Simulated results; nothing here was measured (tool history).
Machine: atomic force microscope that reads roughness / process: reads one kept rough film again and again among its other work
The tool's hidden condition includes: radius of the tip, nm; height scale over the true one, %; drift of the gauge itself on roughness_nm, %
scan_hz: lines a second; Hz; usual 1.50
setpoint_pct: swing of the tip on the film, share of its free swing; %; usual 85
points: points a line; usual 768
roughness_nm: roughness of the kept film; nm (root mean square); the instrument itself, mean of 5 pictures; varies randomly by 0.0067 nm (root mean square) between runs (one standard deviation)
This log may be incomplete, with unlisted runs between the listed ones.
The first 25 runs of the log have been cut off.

run	hour	scan_hz	setpoint_pct	points	pictures with this tip	hours of work since the height scale was calibrated	roughness_nm
# hour 717.0: height scale calibrated on a step standard
26	754.1	1.50	85	537	77	27	1.263
27	784.4	3.22	85	397	126	50	1.173
28	814.6	2.82	61	980	175	72	1.237
# hour 827.8: new tip fitted
29	843.2	2.82	61	980	25	93	1.343
# hour 850.5: height scale calibrated on a step standard, once more
30	883.0	1.69	63	490	88	24	1.322
31	915.8	1.69	57	386	141	48	1.280
32	933.9	0.53	62	586	171	61	1.260
# hour 950.4: new tip fitted
33	974.1	2.62	62	586	39	91	1.338
34	992.8	0.91	62	967	69	104	1.332
35	1031.3	0.91	62	967	132	133	1.290
36	1059.4	1.50	65	359	178	154	1.226
# hour 1070.8: new tip fitted
37	1093.0	1.50	64	768	37	178	1.355
38	1123.1	1.50	64	768	86	200	1.310
39	1143.7	2.33	68	736	119	215	1.268
40	1170.4	2.33	85	711	163	235	1.183
# hour 1190.1: new tip fitted
41	1206.1	2.33	70	831	26	261	1.341
42	1231.3	0.75	67	418	67	279	1.347
43	1270.5	0.75	67	741	131	308	1.296
44	1295.1	0.83	67	515	171	326	1.259
# hour 1310.9: new tip fitted
45	1326.9	1.82	82	768	26	350	1.324
46	1364.0	3.68	85	467	86	377	1.181
47	1395.9	3.38	56	764	138	400	1.267
48	1416.6	0.81	64	830	172	416	1.257
# hour 1430.3: new tip fitted
49	1456.7	0.72	64	398	43	445	1.362

Run 50 is up next; what results do you expect?
50	1495.2	0.72	64	398	105	473	?

{"run 50": {"roughness_nm": 1.302}}
Take away the tool's hidden state, keep the run-to-run variation as it was, and the same run would have given roughness_nm 1.399 nm (root mean square).
